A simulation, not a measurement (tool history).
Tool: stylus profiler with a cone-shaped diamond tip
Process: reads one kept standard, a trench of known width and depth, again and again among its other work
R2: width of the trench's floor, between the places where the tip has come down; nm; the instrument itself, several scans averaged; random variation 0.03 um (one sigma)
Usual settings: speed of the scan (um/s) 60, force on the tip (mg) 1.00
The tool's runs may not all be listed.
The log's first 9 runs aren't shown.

{"run": 10, "hour": 194.8, "speed of the scan (um/s)": 60, "force on the tip (mg)": 1.0, "depth of the trench (nm)": 200.98, "R2": 96330}
{"run": 11, "hour": 208.8, "speed of the scan (um/s)": 60, "force on the tip (mg)": 1.0, "depth of the trench (nm)": 201.1, "R2": 96360}
{"run": 12, "hour": 236.1, "speed of the scan (um/s)": 60, "force on the tip (mg)": 1.0, "depth of the trench (nm)": 201.22, "R2": 96320}
{"run": 13, "hour": 259.9, "speed of the scan (um/s)": 60, "force on the tip (mg)": 1.0, "depth of the trench (nm)": 201.2, "R2": 96300}
{"run": 14, "hour": 284.9, "speed of the scan (um/s)": 60, "force on the tip (mg)": 1.0, "depth of the trench (nm)": 201.21, "R2": 96300}
{"run": 15, "hour": 313.3, "speed of the scan (um/s)": 60, "force on the tip (mg)": 2.8, "depth of the trench (nm)": 201.74, "R2": 96420}
{"run": 16, "hour": 342.7, "speed of the scan (um/s)": 60, "force on the tip (mg)": 2.8, "depth of the trench (nm)": 201.94, "R2": 96500}
{"run": 17, "hour": 371.3, "speed of the scan (um/s)": 60, "force on the tip (mg)": 2.8, "depth of the trench (nm)": 201.8, "R2": 96440}
{"run": 18, "hour": 386.7, "speed of the scan (um/s)": 224, "force on the tip (mg)": 0.53, "depth of the trench (nm)": 200.92, "R2": 94130}
{"run": 19, "hour": 402.8, "speed of the scan (um/s)": 224, "force on the tip (mg)": 0.53, "depth of the trench (nm)": 200.95, "R2": 94160}
{"run": 20, "hour": 416.0, "speed of the scan (um/s)": 17, "force on the tip (mg)": 0.93, "depth of the trench (nm)": 201.21, "R2": 96520}
{"run": 21, "hour": 438.4, "speed of the scan (um/s)": 17, "force on the tip (mg)": 0.44, "depth of the trench (nm)": 200.93, "R2": 96560}
{"run": 22, "hour": 463.5, "speed of the scan (um/s)": 20, "force on the tip (mg)": 0.83, "depth of the trench (nm)": 201.09, "R2": 96470}
{"run": 23, "hour": 478.3, "speed of the scan (um/s)": 60, "force on the tip (mg)": 0.89, "depth of the trench (nm)": 201.17, "R2": 96190}
{"hour": 481.5, "done": "height scale calibrated on a step standard"}
{"run": 24, "hour": 498.7, "speed of the scan (um/s)": 102, "force on the tip (mg)": 1.0, "depth of the trench (nm)": 201.62, "R2": 95870}
{"run": 25, "hour": 528.0, "speed of the scan (um/s)": 217, "force on the tip (mg)": 2.58, "depth of the trench (nm)": 202.17, "R2": 95500}
{"run": 26, "hour": 553.8, "speed of the scan (um/s)": 31, "force on the tip (mg)": 1.11, "depth of the trench (nm)": 201.93, "R2": 96410}
{"run": 27, "hour": 572.9, "speed of the scan (um/s)": 31, "force on the tip (mg)": 1.11, "depth of the trench (nm)": 201.55, "R2": 96420}
{"run": 28, "hour": 587.3, "speed of the scan (um/s)": 28, "force on the tip (mg)": 0.41, "depth of the trench (nm)": 201.45, "R2": 96290}
{"run": 29, "hour": 611.5, "speed of the scan (um/s)": 28, "force on the tip (mg)": 0.41, "depth of the trench (nm)": 201.57, "R2": 96200}
{"hour": 613.4, "done": "height scale calibrated on a step standard, once more"}
{"run": 30, "hour": 641.1, "speed of the scan (um/s)": 19, "force on the tip (mg)": 1.96, "depth of the trench (nm)": 201.28, "R2": 96450}
{"run": 31, "hour": 660.2, "speed of the scan (um/s)": 234, "force on the tip (mg)": 0.47, "depth of the trench (nm)": 200.31, "R2": 93720}
{"run": 32, "hour": 675.8, "speed of the scan (um/s)": 234, "force on the tip (mg)": 0.47, "depth of the trench (nm)": 200.45, "R2": 93790}
{"run": 33, "hour": 705.0, "speed of the scan (um/s)": 81, "force on the tip (mg)": 1.97, "depth of the trench (nm)": 201.04, "R2": 96090}
{"run": 34, "hour": 729.5, "speed of the scan (um/s)": 17, "force on the tip (mg)": 1.31, "depth of the trench (nm)": 200.83, "R2": 96440}

Forecast each of these 5 alternatives for the next run:
{"run": "A", "hour": 748.8, "speed of the scan (um/s)": 22, "force on the tip (mg)": 1.31, "depth of the trench (nm)": "?", "R2": "?"}
{"run": "B", "hour": 748.8, "speed of the scan (um/s)": 95, "force on the tip (mg)": 0.48, "depth of the trench (nm)": "?", "R2": "?"}
{"run": "C", "hour": 748.8, "speed of the scan (um/s)": 17, "force on the tip (mg)": 0.54, "depth of the trench (nm)": "?", "R2": "?"}
{"run": "D", "hour": 748.8, "speed of the scan (um/s)": 69, "force on the tip (mg)": 0.53, "depth of the trench (nm)": "?", "R2": "?"}
{"run": "E", "hour": 748.8, "speed of the scan (um/s)": 54, "force on the tip (mg)": 2.62, "depth of the trench (nm)": "?", "R2": "?"}

run=A depth_of_the_trench_(nm)=200.82 R2=96340
run=B depth_of_the_trench_(nm)=200.45 R2=95450
run=C depth_of_the_trench_(nm)=200.50 R2=96320
run=D depth_of_the_trench_(nm)=200.47 R2=95760
run=E depth_of_the_trench_(nm)=201.33 R2=96260
Without the tool's hidden state the same runs would have given:
run=A depth_of_the_trench_(nm)=200.75 R2=97020
run=B depth_of_the_trench_(nm)=200.38 R2=96130
run=C depth_of_the_trench_(nm)=200.43 R2=97010
run=D depth_of_the_trench_(nm)=200.40 R2=96450
run=E depth_of_the_trench_(nm)=201.26 R2=96950
